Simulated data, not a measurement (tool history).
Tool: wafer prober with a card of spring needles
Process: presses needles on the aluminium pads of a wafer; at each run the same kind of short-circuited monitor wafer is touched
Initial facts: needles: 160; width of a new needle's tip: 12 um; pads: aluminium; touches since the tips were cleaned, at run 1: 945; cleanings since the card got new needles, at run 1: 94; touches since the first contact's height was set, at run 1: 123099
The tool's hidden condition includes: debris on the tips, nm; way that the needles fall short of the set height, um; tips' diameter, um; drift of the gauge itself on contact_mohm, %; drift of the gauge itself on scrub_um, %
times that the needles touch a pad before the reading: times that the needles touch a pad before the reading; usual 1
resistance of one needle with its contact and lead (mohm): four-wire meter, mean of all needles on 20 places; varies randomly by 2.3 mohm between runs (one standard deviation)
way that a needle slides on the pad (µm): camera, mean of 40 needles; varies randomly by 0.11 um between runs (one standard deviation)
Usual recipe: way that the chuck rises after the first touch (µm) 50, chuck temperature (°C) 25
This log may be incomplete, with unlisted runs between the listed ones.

run     day  way that the chuck rises after the first touch (µm)  chuck temperature (°C)  times that the needles touch a pad before the reading  touches since the tips were cleaned  cleanings since the card got new needles  touches since the first contact's height was set  resistance of one needle with its contact and lead (mohm)  way that a needle slides on the pad (µm)
  1   0.000                                                   50                      25                                                      1                                  945                                        94                                            123099                                                        306                                      9.93
      0.300  -- tips cleaned on abrasive film
      0.688  -- tips cleaned on abrasive film
  2   0.950                                                   50                      25                                                      1                                 3630                                        96                                            136174                                                        406                                      9.77
      1.029  -- tips cleaned on abrasive film
      1.392  -- tips cleaned on abrasive film
      1.704  -- tips cleaned on abrasive film
  3   1.704                                                   50                      25                                                      1                                    0                                        99                                            146538                                                        285                                      9.81
      2.021  -- tips cleaned on abrasive film
      2.408  -- tips cleaned on abrasive film
  4   2.704                                                   50                      25                                                      1                                 4110                                       101                                            160299                                                        430                                      9.87
      2.783  -- tips cleaned on abrasive film
      3.158  -- tips cleaned on abrasive film
      3.542  -- tips cleaned on abrasive film
      3.917  -- tips cleaned on abrasive film
  5   3.954                                                   50                      25                                                      2                                  546                                       105                                            177466                                                        295                                      9.93
      4.267  -- tips cleaned on abrasive film
      4.512  -- height of the first contact set anew
      4.592  -- tips cleaned on abrasive film
      4.958  -- tips cleaned on abrasive film
      5.275  -- tips cleaned on abrasive film
  6   5.275                                                   50                      25                                                      2                                    0                                       109                                             10441                                                        273                                      9.37
      5.650  -- tips cleaned on abrasive film
      6.038  -- tips cleaned on abrasive film
      6.388  -- tips cleaned on abrasive film
  7   6.388                                                   50                      81                                                      1                                    0                                       112                                             25782                                                        306                                      9.20
      6.779  -- tips cleaned on abrasive film
      7.154  -- tips cleaned on abrasive film
  8   7.171                                                   50                      81                                                      1                                  212                                       114                                             36512                                                        303                                      9.20
      7.542  -- tips cleaned on abrasive film
      7.854  -- tips cleaned on abrasive film
      8.246  -- tips cleaned on abrasive film
      8.575  -- tips cleaned on abrasive film
  9   8.575                                                   50                      81                                                      1                                    0                                       118                                             55851                                                        302                                      9.20
      8.967  -- tips cleaned on abrasive film
      9.338  -- tips cleaned on abrasive film
      9.650  -- tips cleaned on abrasive film
 10   9.892                                                   50                      81                                                      1                                 3405                                       121                                             73994                                                        438                                      9.03
      9.975  -- tips cleaned on abrasive film
     10.358  -- tips cleaned on abrasive film
     10.671  -- tips cleaned on abrasive film
 11  10.971                                                   50                      81                                                      1                                 4166                                       124                                             88818                                                        447                                      9.18
     11.054  -- tips cleaned on abrasive film
     11.221  -- height of the first contact set anew, once more
     11.438  -- tips cleaned on abrasive film
     11.808  -- tips cleaned on abrasive film
     12.146  -- tips cleaned on abrasive film
 12  12.146                                                   50                      81                                                      1                                    0                                       128                                             12695                                                        295                                     10.34
     12.500  -- tips cleaned on abrasive film
     12.875  -- tips cleaned on abrasive film
     13.254  -- tips cleaned on abrasive film
 13  13.367                                                   50                      25                                                      1                                 1620                                       131                                             29551                                                        342                                     10.37
     13.592  -- tips cleaned on abrasive film
     13.967  -- tips cleaned on abrasive film
     14.346  -- tips cleaned on abrasive film
     14.721  -- tips cleaned on abrasive film
 14  14.817                                                   50                      25                                                      1                                 1358                                       135                                             49472                                                        337                                     10.11
     15.054  -- tips cleaned on abrasive film
     15.442  -- tips cleaned on abrasive film
 15  15.642                                                   40                      75                                                      1                                 2781                                       137                                             60824                                                        476                                      8.16
     15.800  -- tips cleaned on abrasive film
     16.162  -- tips cleaned on abrasive film
     16.492  -- tips cleaned on abrasive film
 16  16.492                                                   40                      75                                                      1                                    0                                       140                                             72491                                                        305                                      7.95
     16.804  -- tips cleaned on abrasive film
     17.196  -- tips cleaned on abrasive film
     17.554  -- tips cleaned on abrasive film
 17  17.750                                                   40                      75                                                      1                                 2724                                       143                                             89815                                                        464                                      8.10
     17.908  -- tips cleaned on abrasive film
     18.258  -- tips cleaned on abrasive film
     18.571  -- tips cleaned on abrasive film
     18.950  -- tips cleaned on abrasive film
 18  19.212                                                   55                      36                                                      1                                 3684                                       147                                            109913                                                        400                                     10.92
     19.296  -- tips cleaned on abrasive film
     19.658  -- tips cleaned on abrasive film
     20.042  -- tips cleaned on abrasive film
     20.350  -- tips cleaned on abrasive film
 19  20.579                                                   55                      36                                                      1                                 3144                                       151                                            128666                                                        393                                     10.93
     20.729  -- tips cleaned on abrasive film
     21.121  -- tips cleaned on abrasive film
 20  21.321                                                   55                      36                                                      1                                 2791                                       153                                            138874                                                        384                                     10.87
     21.471  -- tips cleaned on abrasive film
     21.838  -- tips cleaned on abrasive film
     22.221  -- tips cleaned on abrasive film
     22.608  -- tips cleaned on abrasive film
 21  22.708                                                   55                      36                                                      1                                 1360                                       157                                            157940                                                        337                                     10.87
     22.942  -- tips cleaned on abrasive film
     23.333  -- tips cleaned on abrasive film
 22  23.362                                                   55                      53                                                      2                                  442                                       159                                            166954                                                        294                                     10.87
     23.675  -- tips cleaned on abrasive film
     24.050  -- tips cleaned on abrasive film
     24.412  -- tips cleaned on abrasive film
 23  24.650                                                   55                      54                                                      2                                 3266                                       162                                            184656                                                        352                                     10.78
     24.729  -- tips cleaned on abrasive film
     24.742  -- height of the first contact set anew
     25.125  -- tips cleaned on abrasive film
     25.467  -- tips cleaned on abrasive film
 24  25.467                                                   55                      54                                                      2                                    0                                       165                                              9942                                                        278                                     11.35
     25.854  -- tips cleaned on abrasive film
     26.225  -- tips cleaned on abrasive film
 25  26.225                                                   55                      54                                                      2                                    0                                       167                                             20359                                                        282                                     11.33
     26.604  -- tips cleaned on abrasive film
     26.962  -- tips cleaned on abrasive film
     27.342  -- tips cleaned on abrasive film
 26  27.608                                                   41                     112                                                      1                                 3750                                       170                                             39468                                                        517                                      8.20
     27.688  -- tips cleaned on abrasive film
     28.000  -- tips cleaned on abrasive film
     28.388  -- tips cleaned on abrasive film
     28.775  -- tips cleaned on abrasive film
 27  29.075                                                   41                     114                                                      1                                 4214                                       174                                             59633                                                        537                                      8.36

Forecast each of these 4 alternatives for the next run:
     29.158  -- tips cleaned on abrasive film
     29.508  -- tips cleaned on abrasive film
     29.896  -- tips cleaned on abrasive film
  A  30.167                                                   61                      38                                                      1                                 3786                                       177                                             74622                                                          ?                                         ?
     29.158  -- tips cleaned on abrasive film
     29.508  -- tips cleaned on abrasive film
     29.896  -- tips cleaned on abrasive film
  B  30.167                                                   39                      95                                                      1                                 3786                                       177                                             74622                                                          ?                                         ?
     29.158  -- tips cleaned on abrasive film
     29.508  -- tips cleaned on abrasive film
     29.896  -- tips cleaned on abrasive film
  C  30.167                                                   58                      35                                                      2                                 3786                                       177                                             74622                                                          ?                                         ?
     29.158  -- tips cleaned on abrasive film
     29.508  -- tips cleaned on abrasive film
     29.896  -- tips cleaned on abrasive film
  D  30.167                                                   49                     114                                                      1                                 3786                                       177                                             74622                                                          ?                                         ?

run  resistance of one needle with its contact and lead (mohm)  way that a needle slides on the pad (µm)
  A                                                        385                                     12.31
  B                                                        563                                      8.03
  C                                                        350                                     11.82
  D                                                        462                                     10.04
Had the tool no hidden state, the same runs would have come out as:
run  resistance of one needle with its contact and lead (mohm)  way that a needle slides on the pad (µm)
  A                                                        260                                     12.57
  B                                                        287                                      8.28
  C                                                        263                                     12.08
  D                                                        288                                     10.30
